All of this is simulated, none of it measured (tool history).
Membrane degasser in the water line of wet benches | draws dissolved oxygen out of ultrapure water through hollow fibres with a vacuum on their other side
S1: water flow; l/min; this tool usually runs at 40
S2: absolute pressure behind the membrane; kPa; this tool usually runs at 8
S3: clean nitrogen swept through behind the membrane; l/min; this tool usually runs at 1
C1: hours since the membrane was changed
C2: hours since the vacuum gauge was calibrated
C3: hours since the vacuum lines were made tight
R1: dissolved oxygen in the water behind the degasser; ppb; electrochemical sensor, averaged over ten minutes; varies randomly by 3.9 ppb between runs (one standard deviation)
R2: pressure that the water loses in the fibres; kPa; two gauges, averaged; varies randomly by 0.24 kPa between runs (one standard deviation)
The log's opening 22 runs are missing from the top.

Run 23, hour 1950.3: usual settings but S1 42 l/min, S2 16.88 kPa, S3 1.46 l/min; C1 2044; C2 1265; C3 2208. Result: R1 780.5 ppb, R2 64.59 kPa.
Run 24, hour 2057.8: usual settings but S1 30 l/min, S2 15.29 kPa, S3 0.98 l/min; C1 2151; C2 1373; C3 2315. Result: R1 720.8 ppb, R2 46.72 kPa.
Run 25, hour 2173.5: usual settings but S1 24 l/min, S2 5.58 kPa, S3 0.63 l/min; C1 2267; C2 1488; C3 2431. Result: R1 180.1 ppb, R2 36.94 kPa.
Run 26, hour 2247.8: usual settings but S1 35 l/min, S2 9.32 kPa, S3 1.5 l/min; C1 2341; C2 1563; C3 2505. Result: R1 313 ppb, R2 54.05 kPa.
Run 27, hour 2360.4: usual settings but S1 35 l/min, S2 9.32 kPa, S3 1.5 l/min; C1 2454; C2 1675; C3 2618. Result: R1 315.9 ppb, R2 54.19 kPa.
Run 28, hour 2442.3: usual settings but S1 35 l/min, S2 9.32 kPa, S3 1.5 l/min; C1 2536; C2 1757; C3 2700. Result: R1 307.9 ppb, R2 54.28 kPa.
Run 29, hour 2547.3: usual settings but S1 35 l/min, S2 4.87 kPa, S3 1.22 l/min; C1 2641; C2 1862; C3 2805. Result: R1 109.5 ppb, R2 54.5 kPa.
Run 30, hour 2656.4: usual settings but S1 61 l/min, S2 19.59 kPa, S3 0.88 l/min; C1 2750; C2 1971; C3 2914. Result: R1 1741.4 ppb, R2 94.15 kPa.
Run 31, hour 2717.9: usual settings but S2 10.29 kPa, S3 1.69 l/min; C1 2812; C2 2033; C3 2975. Result: R1 367.8 ppb, R2 61.74 kPa.
Run 32, hour 2833: usual settings but S2 10.29 kPa, S3 1.69 l/min; C1 2927; C2 2148; C3 3091. Result: R1 371.1 ppb, R2 61.93 kPa.

Predict each of these 4 candidate next runs independently; none follows another, all start after run 32:
Run A, hour 2917: usual settings but S2 10.29 kPa, S3 2.66 l/min; C1 3011; C2 2232; C3 3175. Result: R1 ?, R2 ?.
Run B, hour 2917: usual settings but S2 10.99 kPa, S3 1.07 l/min; C1 3011; C2 2232; C3 3175. Result: R1 ?, R2 ?.
Run C, hour 2917: usual settings but S2 7.46 kPa, S3 1.01 l/min; C1 3011; C2 2232; C3 3175. Result: R1 ?, R2 ?.
Run D, hour 2917: usual settings but S2 11.33 kPa, S3 1.69 l/min; C1 3011; C2 2232; C3 3175. Result: R1 ?, R2 ?.

run     R1     R2
  A  251.1  62.04
  B    578  61.93
  C  338.3  62.05
  D  417.4  61.93
Without the tool's hidden state the same runs would have given:
run     R1     R2
  A    251  62.03
  B  577.8  61.92
  C  338.1  62.03
  D  417.3  61.91
